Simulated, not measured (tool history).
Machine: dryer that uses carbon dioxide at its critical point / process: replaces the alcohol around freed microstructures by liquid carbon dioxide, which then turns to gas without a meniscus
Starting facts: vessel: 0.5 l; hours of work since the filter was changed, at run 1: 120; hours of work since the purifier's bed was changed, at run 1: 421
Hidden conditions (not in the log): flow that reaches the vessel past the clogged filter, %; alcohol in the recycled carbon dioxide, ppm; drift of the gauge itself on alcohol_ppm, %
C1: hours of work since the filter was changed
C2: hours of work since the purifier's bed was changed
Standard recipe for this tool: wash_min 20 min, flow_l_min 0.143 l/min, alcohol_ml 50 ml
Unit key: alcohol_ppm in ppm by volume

run 1 hour=0 | wash_min=20 flow_l_min=0.143 alcohol_ml=50 | C1=120 C2=421 | alcohol_ppm=1696
run 2 hour=22.9 | wash_min=20 flow_l_min=0.143 alcohol_ml=50 | C1=137 C2=438 | alcohol_ppm=1743
run 3 hour=44.9 | wash_min=20 flow_l_min=0.143 alcohol_ml=50 | C1=154 C2=454 | alcohol_ppm=1787
run 4 hour=71.3 | wash_min=20 flow_l_min=0.143 alcohol_ml=50 | C1=174 C2=474 | alcohol_ppm=1888
run 5 hour=107.1 | wash_min=20 flow_l_min=0.143 alcohol_ml=50 | C1=200 C2=501 | alcohol_ppm=1893
run 6 hour=134.8 | wash_min=20 flow_l_min=0.143 alcohol_ml=50 | C1=221 C2=521 | alcohol_ppm=1983
run 7 hour=158.5 | wash_min=20 flow_l_min=0.143 alcohol_ml=50 | C1=239 C2=539 | alcohol_ppm=2081
run 8 hour=174.1 | wash_min=20 flow_l_min=0.143 alcohol_ml=50 | C1=250 C2=551 | alcohol_ppm=2229
run 9 hour=203.6 | wash_min=20 flow_l_min=0.123 alcohol_ml=81 | C1=272 C2=573 | alcohol_ppm=6234
run 10 hour=238.6 | wash_min=20 flow_l_min=0.12 alcohol_ml=81 | C1=299 C2=599 | alcohol_ppm=6559
run 11 hour=268.5 | wash_min=20 flow_l_min=0.12 alcohol_ml=81 | C1=321 C2=621 | alcohol_ppm=7192
-- hour=280.4 inlet filter changed
run 12 hour=299.6 | wash_min=20 flow_l_min=0.121 alcohol_ml=31 | C1=14 C2=644 | alcohol_ppm=1692
run 13 hour=328.6 | wash_min=20 flow_l_min=0.121 alcohol_ml=31 | C1=36 C2=666 | alcohol_ppm=1792
run 14 hour=357.4 | wash_min=30 flow_l_min=0.121 alcohol_ml=44 | C1=58 C2=687 | alcohol_ppm=507
run 15 hour=391.1 | wash_min=30 flow_l_min=0.121 alcohol_ml=64 | C1=83 C2=712 | alcohol_ppm=753
run 16 hour=424.4 | wash_min=30 flow_l_min=0.121 alcohol_ml=64 | C1=108 C2=737 | alcohol_ppm=798

What if the next run were any one of these 5? Each begins from the tool's condition after run 16:
run A hour=449.3 | wash_min=27 flow_l_min=0.125 alcohol_ml=64 | C1=126 C2=756 | alcohol_ppm=?
run B hour=449.3 | wash_min=15 flow_l_min=0.121 alcohol_ml=54 | C1=126 C2=756 | alcohol_ppm=?
run C hour=449.3 | wash_min=16 flow_l_min=0.138 alcohol_ml=50 | C1=126 C2=756 | alcohol_ppm=?
run D hour=449.3 | wash_min=30 flow_l_min=0.131 alcohol_ml=64 | C1=126 C2=756 | alcohol_ppm=?
run E hour=449.3 | wash_min=20 flow_l_min=0.101 alcohol_ml=50 | C1=126 C2=756 | alcohol_ppm=?

run=A alcohol_ppm=1122
run=B alcohol_ppm=8081
run=C alcohol_ppm=4470
run=D alcohol_ppm=582
run=E alcohol_ppm=5597
Without the tool's unlogged condition, the same runs would have read:
run=A alcohol_ppm=704
run=B alcohol_ppm=6607
run=C alcohol_ppm=3461
run=D alcohol_ppm=303
run=E alcohol_ppm=4443
